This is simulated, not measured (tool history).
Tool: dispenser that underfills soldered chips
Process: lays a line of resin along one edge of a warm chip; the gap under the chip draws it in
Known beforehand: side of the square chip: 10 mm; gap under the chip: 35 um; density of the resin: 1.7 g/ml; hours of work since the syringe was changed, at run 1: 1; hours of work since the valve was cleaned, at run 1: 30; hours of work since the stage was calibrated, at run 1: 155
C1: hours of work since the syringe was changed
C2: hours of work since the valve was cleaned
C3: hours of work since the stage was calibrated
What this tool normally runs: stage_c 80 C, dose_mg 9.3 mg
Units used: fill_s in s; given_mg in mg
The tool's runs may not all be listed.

{"run": 1, "hour": 0.0, "stage_c": 80, "dose_mg": 9.3, "C1": 1, "C2": 30, "C3": 155, "fill_s": 100.3, "given_mg": 9.12}
{"run": 2, "hour": 3.1, "stage_c": 80, "dose_mg": 9.3, "C1": 2, "C2": 32, "C3": 157, "fill_s": 118, "given_mg": 9.17}
{"run": 3, "hour": 8.4, "stage_c": 80, "dose_mg": 9.3, "C1": 6, "C2": 36, "C3": 160, "fill_s": 155, "given_mg": 9.12}
{"hour": 11.4, "done": "new syringe of resin"}
{"run": 4, "hour": 12.9, "stage_c": 80, "dose_mg": 9.3, "C1": 1, "C2": 38, "C3": 163, "fill_s": 104.6, "given_mg": 9.09}
{"run": 5, "hour": 19.1, "stage_c": 80, "dose_mg": 9.3, "C1": 5, "C2": 42, "C3": 167, "fill_s": 145.6, "given_mg": 9.02}
{"hour": 23.4, "done": "new syringe of resin"}
{"run": 6, "hour": 23.7, "stage_c": 80, "dose_mg": 9.3, "C1": 0, "C2": 44, "C3": 169, "fill_s": 97.3, "given_mg": 8.99}
{"run": 7, "hour": 26.4, "stage_c": 80, "dose_mg": 11.09, "C1": 2, "C2": 46, "C3": 171, "fill_s": 109.2, "given_mg": 10.8}
{"run": 8, "hour": 30.4, "stage_c": 76, "dose_mg": 8.96, "C1": 4, "C2": 48, "C3": 173, "fill_s": 169.8, "given_mg": 8.78}

Predict the results of run 9:
{"hour": 32.1, "done": "dispensing valve cleaned and set on the balance"}
{"hour": 36.5, "done": "new syringe of resin"}
{"run": 9, "hour": 36.7, "stage_c": 93, "dose_mg": 7.99, "C1": 0, "C2": 3, "C3": 176, "fill_s": "?", "given_mg": "?"}

{"run 9": {"fill_s": 55.9, "given_mg": 8.02}}
With no hidden state in the tool, this same run would have given fill_s 56.6 s, given_mg 8.01 mg.

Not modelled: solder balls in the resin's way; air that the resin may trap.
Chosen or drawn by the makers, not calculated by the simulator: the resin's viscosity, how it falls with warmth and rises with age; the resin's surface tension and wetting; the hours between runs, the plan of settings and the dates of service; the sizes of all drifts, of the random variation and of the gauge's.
